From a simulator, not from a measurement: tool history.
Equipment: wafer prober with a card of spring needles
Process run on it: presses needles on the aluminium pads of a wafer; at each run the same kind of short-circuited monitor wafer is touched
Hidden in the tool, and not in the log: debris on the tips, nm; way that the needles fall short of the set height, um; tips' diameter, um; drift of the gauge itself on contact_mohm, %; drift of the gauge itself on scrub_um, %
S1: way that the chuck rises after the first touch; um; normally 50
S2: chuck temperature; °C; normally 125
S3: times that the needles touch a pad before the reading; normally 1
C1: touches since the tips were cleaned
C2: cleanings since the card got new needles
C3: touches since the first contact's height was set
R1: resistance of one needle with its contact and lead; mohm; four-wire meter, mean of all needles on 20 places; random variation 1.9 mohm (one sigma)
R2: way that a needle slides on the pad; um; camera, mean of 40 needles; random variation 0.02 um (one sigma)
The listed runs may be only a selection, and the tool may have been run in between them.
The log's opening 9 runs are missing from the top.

At hour 59.9: height of the first contact set anew.
Run 10, hour 61.4: usual settings but S1 37 um, S2 25 °C; C1 6473; C2 26; C3 879. Result: R1 391 mohm, R2 8.72 um.
At hour 65.2: tips cleaned on abrasive film.
Run 11, hour 70.7: usual settings but S1 37 um, S2 25 °C; C1 3178; C2 27; C3 6243. Result: R1 325 mohm, R2 8.72 um.
At hour 74.5: height of the first contact set anew, once more.
Run 12, hour 78.1: usual settings but S2 67 °C; C1 7331; C2 27; C3 2080. Result: R1 299 mohm, R2 12.17 um.
At hour 80.1: tips cleaned on abrasive film.
Run 13, hour 86.5: usual settings; C1 3739; C2 28; C3 6942. Result: R1 278 mohm, R2 12.17 um.
Run 14, hour 91.8: usual settings; C1 6847; C2 28; C3 10050. Result: R1 304 mohm, R2 12.16 um.
At hour 94.7: tips cleaned on abrasive film.
Run 15, hour 97.4: usual settings; C1 1580; C2 29; C3 13263. Result: R1 250 mohm, R2 12.16 um.
Run 16, hour 103.8: usual settings; C1 5306; C2 29; C3 16989. Result: R1 294 mohm, R2 12.09 um.
At hour 109.2: tips cleaned on abrasive film.
Run 17, hour 109.2: usual settings but S3 2; C1 0; C2 30; C3 20085. Result: R1 213 mohm, R2 12.10 um.
Run 18, hour 113.1: usual settings but S3 2; C1 2297; C2 30; C3 22382. Result: R1 240 mohm, R2 12.08 um.
Run 19, hour 117.8: usual settings but S1 57 um, S3 2; C1 4989; C2 30; C3 25074. Result: R1 245 mohm, R2 13.81 um.
At hour 123.9: tips cleaned on abrasive film.
Run 20, hour 125.9: usual settings but S1 57 um, S3 2; C1 1216; C2 31; C3 29803. Result: R1 220 mohm, R2 13.81 um.
Run 21, hour 130.0: usual settings but S2 81 °C, S3 3; C1 3570; C2 31; C3 32157. Result: R1 228 mohm, R2 12.14 um.

Forecast run 22:
Run 22, hour 137.2: usual settings but S2 81 °C, S3 3; C1 7777; C2 31; C3 36364. Result: R1 ?, R2 ?.

Run 22 produced R1 239 mohm, R2 12.15 um.
The same run, on a tool lacking any hidden state, would have yielded R1 198 mohm, R2 12.21 um.
